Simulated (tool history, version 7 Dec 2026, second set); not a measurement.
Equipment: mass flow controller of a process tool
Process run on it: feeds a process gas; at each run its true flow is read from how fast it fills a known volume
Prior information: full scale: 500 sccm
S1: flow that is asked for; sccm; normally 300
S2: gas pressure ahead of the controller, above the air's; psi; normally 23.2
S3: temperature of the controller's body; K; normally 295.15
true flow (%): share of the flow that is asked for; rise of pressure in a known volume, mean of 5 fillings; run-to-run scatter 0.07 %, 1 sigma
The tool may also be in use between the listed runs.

run 1 hour=0.0 | S1=300 S2=23.2 S3=295.15 | true_flow_(%)=99.46
run 2 hour=577.3 | S1=300 S2=23.2 S3=295.15 | true_flow_(%)=99.28
run 3 hour=1059.6 | S1=300 S2=23.2 S3=295.15 | true_flow_(%)=99.24
run 4 hour=1322.6 | S1=300 S2=20.7 S3=295.15 | true_flow_(%)=99.29
run 5 hour=1892.8 | S1=300 S2=29.4 S3=295.15 | true_flow_(%)=99.65
run 6 hour=2424.5 | S1=300 S2=29.4 S3=295.15 | true_flow_(%)=99.64
run 7 hour=2875.0 | S1=300 S2=29.4 S3=295.15 | true_flow_(%)=99.75
run 8 hour=3133.0 | S1=300 S2=29.4 S3=295.15 | true_flow_(%)=99.55
run 9 hour=3716.5 | S1=300 S2=31.5 S3=295.15 | true_flow_(%)=99.82
run 10 hour=4175.2 | S1=300 S2=31.5 S3=295.15 | true_flow_(%)=99.55
run 11 hour=4654.9 | S1=300 S2=23.2 S3=295.15 | true_flow_(%)=99.35
run 12 hour=4901.4 | S1=300 S2=23.2 S3=313.15 | true_flow_(%)=99.72
run 13 hour=5309.3 | S1=300 S2=23.2 S3=313.15 | true_flow_(%)=99.71
run 14 hour=5690.6 | S1=300 S2=23.2 S3=313.15 | true_flow_(%)=99.81
run 15 hour=6287.9 | S1=146 S2=37.9 S3=309.15 | true_flow_(%)=100.06
run 16 hour=6694.2 | S1=300 S2=28.7 S3=299.15 | true_flow_(%)=99.74
run 17 hour=7245.7 | S1=300 S2=24.1 S3=308.15 | true_flow_(%)=99.58
run 18 hour=7808.1 | S1=300 S2=24.1 S3=308.15 | true_flow_(%)=99.69

What will run 19 give?
run 19 hour=8189.7 | S1=285 S2=23.2 S3=307.15 | true_flow_(%)=?

{"run 19": {"true flow (%)": 99.66}}
With no hidden state in the tool, this same run would have given true flow (%) 99.65.

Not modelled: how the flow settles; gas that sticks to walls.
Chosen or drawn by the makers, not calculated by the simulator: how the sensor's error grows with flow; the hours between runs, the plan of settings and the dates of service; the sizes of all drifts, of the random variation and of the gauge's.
